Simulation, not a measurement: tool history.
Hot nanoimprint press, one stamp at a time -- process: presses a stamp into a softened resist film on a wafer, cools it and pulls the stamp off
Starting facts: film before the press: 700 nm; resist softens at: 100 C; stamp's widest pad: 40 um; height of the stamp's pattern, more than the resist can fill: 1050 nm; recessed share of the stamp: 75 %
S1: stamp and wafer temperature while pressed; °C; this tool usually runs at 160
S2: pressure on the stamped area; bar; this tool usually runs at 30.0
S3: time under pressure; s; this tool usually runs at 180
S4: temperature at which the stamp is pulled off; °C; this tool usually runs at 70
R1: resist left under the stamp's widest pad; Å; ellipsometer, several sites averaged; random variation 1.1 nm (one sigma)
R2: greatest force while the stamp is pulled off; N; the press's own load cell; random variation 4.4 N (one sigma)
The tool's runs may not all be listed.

| run | hour | S1 | S2 | S3 | S4 | R1 | R2 |
|---|---|---|---|---|---|---|---|
| 1 | 0.0 | 160 | 30.0 | 180 | 70 | 3664 | 244 |
| 2 | 81.1 | 160 | 30.0 | 180 | 70 | 3671 | 279 |
| 3 | 181.1 | 160 | 30.0 | 180 | 70 | 3711 | 291 |
| 4 | 229.2 | 160 | 30.0 | 180 | 70 | 3715 | 322 |
|  | 299.3 | plate thermocouple calibrated |
| 5 | 306.6 | 162 | 30.0 | 180 | 70 | 3403 | 338 |
|  | 356.5 | press's hydraulic seals changed and the load cell set to zero |
| 6 | 376.1 | 162 | 30.0 | 180 | 70 | 3301 | 352 |
|  | 419.6 | stamp cleaned and given a new release coat |
| 7 | 465.2 | 160 | 32.5 | 180 | 70 | 3402 | 229 |
| 8 | 545.0 | 160 | 32.5 | 180 | 70 | 3406 | 248 |
| 9 | 619.0 | 156 | 30.0 | 180 | 70 | 3991 | 278 |
| 10 | 667.7 | 156 | 30.0 | 180 | 70 | 4013 | 284 |
| 11 | 756.8 | 156 | 30.0 | 180 | 70 | 4030 | 320 |
| 12 | 811.2 | 149 | 25.9 | 180 | 74 | 5067 | 318 |
| 13 | 892.2 | 149 | 47.3 | 219 | 74 | 4017 | 341 |
|  | 929.0 | stamp cleaned and given a new release coat |
|  | 969.3 | plate thermocouple calibrated |
| 14 | 989.7 | 166 | 30.0 | 180 | 70 | 2957 | 234 |
| 15 | 1071.2 | 166 | 30.0 | 180 | 70 | 2963 | 261 |
| 16 | 1145.2 | 166 | 30.0 | 180 | 70 | 2982 | 276 |
| 17 | 1234.8 | 160 | 44.6 | 180 | 65 | 3078 | 330 |

What does the tool deliver on the next run?
| 18 | 1290.1 | 160 | 30.0 | 91 | 71 | ? | ? |

For run 18 the tool returned R1 4511 Å, R2 320 N.
Had the tool carried no hidden state, the very same run would have given R1 4392 Å, R2 212 N.
